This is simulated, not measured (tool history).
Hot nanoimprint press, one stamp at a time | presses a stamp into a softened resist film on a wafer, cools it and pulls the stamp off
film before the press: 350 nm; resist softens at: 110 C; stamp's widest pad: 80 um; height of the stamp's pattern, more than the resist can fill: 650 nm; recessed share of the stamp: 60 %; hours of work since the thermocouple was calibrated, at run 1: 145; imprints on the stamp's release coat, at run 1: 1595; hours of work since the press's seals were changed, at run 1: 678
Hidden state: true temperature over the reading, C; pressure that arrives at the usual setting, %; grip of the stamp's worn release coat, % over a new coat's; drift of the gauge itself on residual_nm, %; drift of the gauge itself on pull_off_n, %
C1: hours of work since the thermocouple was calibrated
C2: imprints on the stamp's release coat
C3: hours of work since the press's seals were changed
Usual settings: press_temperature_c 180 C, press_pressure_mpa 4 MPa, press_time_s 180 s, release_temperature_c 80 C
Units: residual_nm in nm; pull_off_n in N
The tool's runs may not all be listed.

run 1 hour=0 | press_temperature_c=180 press_pressure_mpa=4 press_time_s=180 release_temperature_c=80 | C1=145 C2=1595 C3=678 | residual_nm=157.5 pull_off_n=357
run 2 hour=33.4 | press_temperature_c=180 press_pressure_mpa=4 press_time_s=180 release_temperature_c=80 | C1=166 C2=1692 C3=699 | residual_nm=157.8 pull_off_n=368
run 3 hour=67.2 | press_temperature_c=180 press_pressure_mpa=4 press_time_s=180 release_temperature_c=80 | C1=187 C2=1789 C3=720 | residual_nm=157.7 pull_off_n=385
run 4 hour=112.3 | press_temperature_c=180 press_pressure_mpa=3.97 press_time_s=180 release_temperature_c=80 | C1=215 C2=1919 C3=748 | residual_nm=159.5 pull_off_n=396
-- hour=137.7 stamp cleaned and given a new release coat
run 5 hour=156.2 | press_temperature_c=180 press_pressure_mpa=4 press_time_s=180 release_temperature_c=78 | C1=238 C2=54 C3=771 | residual_nm=158 pull_off_n=237
run 6 hour=198.4 | press_temperature_c=180 press_pressure_mpa=4 press_time_s=180 release_temperature_c=80 | C1=264 C2=175 C3=798 | residual_nm=159.6 pull_off_n=239
run 7 hour=258.4 | press_temperature_c=180 press_pressure_mpa=4 press_time_s=180 release_temperature_c=80 | C1=302 C2=348 C3=835 | residual_nm=161.3 pull_off_n=247
run 8 hour=294.9 | press_temperature_c=180 press_pressure_mpa=3.82 press_time_s=180 release_temperature_c=80 | C1=324 C2=454 C3=857 | residual_nm=163.8 pull_off_n=260
run 9 hour=348.2 | press_temperature_c=180 press_pressure_mpa=3.82 press_time_s=180 release_temperature_c=80 | C1=357 C2=607 C3=891 | residual_nm=164.8 pull_off_n=269
run 10 hour=382.2 | press_temperature_c=180 press_pressure_mpa=3.82 press_time_s=180 release_temperature_c=80 | C1=378 C2=705 C3=912 | residual_nm=165.7 pull_off_n=287
run 11 hour=441.6 | press_temperature_c=180 press_pressure_mpa=3.82 press_time_s=180 release_temperature_c=80 | C1=415 C2=877 C3=949 | residual_nm=167.4 pull_off_n=297
run 12 hour=498 | press_temperature_c=180 press_pressure_mpa=3.82 press_time_s=180 release_temperature_c=80 | C1=450 C2=1039 C3=984 | residual_nm=168.5 pull_off_n=307
run 13 hour=528.7 | press_temperature_c=180 press_pressure_mpa=3.82 press_time_s=180 release_temperature_c=80 | C1=469 C2=1128 C3=1003 | residual_nm=167.4 pull_off_n=324
-- hour=559.4 press's hydraulic seals changed and the load cell set to zero
-- hour=574.8 plate thermocouple calibrated
run 14 hour=590.1 | press_temperature_c=180 press_pressure_mpa=3.82 press_time_s=180 release_temperature_c=80 | C1=9 C2=1273 C3=17 | residual_nm=169 pull_off_n=352
run 15 hour=617.2 | press_temperature_c=180 press_pressure_mpa=3.82 press_time_s=180 release_temperature_c=80 | C1=26 C2=1351 C3=34 | residual_nm=170.4 pull_off_n=359
run 16 hour=648.4 | press_temperature_c=175 press_pressure_mpa=4 press_time_s=97 release_temperature_c=80 | C1=46 C2=1441 C3=53 | residual_nm=232.7 pull_off_n=370
run 17 hour=698 | press_temperature_c=185 press_pressure_mpa=5.97 press_time_s=190 release_temperature_c=82 | C1=76 C2=1584 C3=84 | residual_nm=110.8 pull_off_n=352
run 18 hour=729.2 | press_temperature_c=185 press_pressure_mpa=5.97 press_time_s=190 release_temperature_c=82 | C1=96 C2=1674 C3=104 | residual_nm=110.7 pull_off_n=366
run 19 hour=783 | press_temperature_c=185 press_pressure_mpa=5.97 press_time_s=190 release_temperature_c=82 | C1=129 C2=1829 C3=137 | residual_nm=110 pull_off_n=402
run 20 hour=811.3 | press_temperature_c=175 press_pressure_mpa=4 press_time_s=133 release_temperature_c=81 | C1=147 C2=1911 C3=155 | residual_nm=214.3 pull_off_n=397
-- hour=841.4 stamp cleaned and given a new release coat
run 21 hour=859.4 | press_temperature_c=175 press_pressure_mpa=4 press_time_s=133 release_temperature_c=81 | C1=173 C2=52 C3=181 | residual_nm=216.5 pull_off_n=231
run 22 hour=891.5 | press_temperature_c=175 press_pressure_mpa=4 press_time_s=133 release_temperature_c=81 | C1=193 C2=145 C3=201 | residual_nm=217.8 pull_off_n=228
-- hour=929.5 plate thermocouple calibrated, once more
run 23 hour=943.5 | press_temperature_c=175 press_pressure_mpa=4 press_time_s=133 release_temperature_c=81 | C1=9 C2=286 C3=231 | residual_nm=194.6 pull_off_n=235
run 24 hour=977.4 | press_temperature_c=180 press_pressure_mpa=4.61 press_time_s=298 release_temperature_c=80 | C1=30 C2=384 C3=252 | residual_nm=118.3 pull_off_n=238
run 25 hour=1021.6 | press_temperature_c=180 press_pressure_mpa=5.53 press_time_s=298 release_temperature_c=68 | C1=57 C2=511 C3=280 | residual_nm=105.8 pull_off_n=331
run 26 hour=1048.1 | press_temperature_c=180 press_pressure_mpa=4 press_time_s=251 release_temperature_c=80 | C1=74 C2=588 C3=296 | residual_nm=137.3 pull_off_n=256
run 27 hour=1083.5 | press_temperature_c=180 press_pressure_mpa=4 press_time_s=251 release_temperature_c=80 | C1=96 C2=690 C3=318 | residual_nm=136.5 pull_off_n=268
run 28 hour=1134.8 | press_temperature_c=192 press_pressure_mpa=3.75 press_time_s=180 release_temperature_c=86 | C1=127 C2=838 C3=350 | residual_nm=109.6 pull_off_n=244
run 29 hour=1162.2 | press_temperature_c=180 press_pressure_mpa=3.17 press_time_s=326 release_temperature_c=87 | C1=144 C2=917 C3=367 | residual_nm=144.8 pull_off_n=249
run 30 hour=1226.4 | press_temperature_c=176 press_pressure_mpa=2.91 press_time_s=145 release_temperature_c=75 | C1=184 C2=1102 C3=407 | residual_nm=221.9 pull_off_n=356

Forecast each of these 3 alternatives for the next run:
run A hour=1276.5 | press_temperature_c=187 press_pressure_mpa=5.16 press_time_s=180 release_temperature_c=81 | C1=215 C2=1247 C3=438 | residual_nm=? pull_off_n=?
run B hour=1276.5 | press_temperature_c=175 press_pressure_mpa=3.44 press_time_s=180 release_temperature_c=80 | C1=215 C2=1247 C3=438 | residual_nm=? pull_off_n=?
run C hour=1276.5 | press_temperature_c=181 press_pressure_mpa=4 press_time_s=141 release_temperature_c=87 | C1=215 C2=1247 C3=438 | residual_nm=? pull_off_n=?

run=A residual_nm=105.9 pull_off_n=321
run=B residual_nm=198.8 pull_off_n=332
run=C residual_nm=164.3 pull_off_n=274
Without the tool's hidden state the same runs would have given:
run=A residual_nm=101.4 pull_off_n=208
run=B residual_nm=191.9 pull_off_n=215
run=C residual_nm=158.1 pull_off_n=178
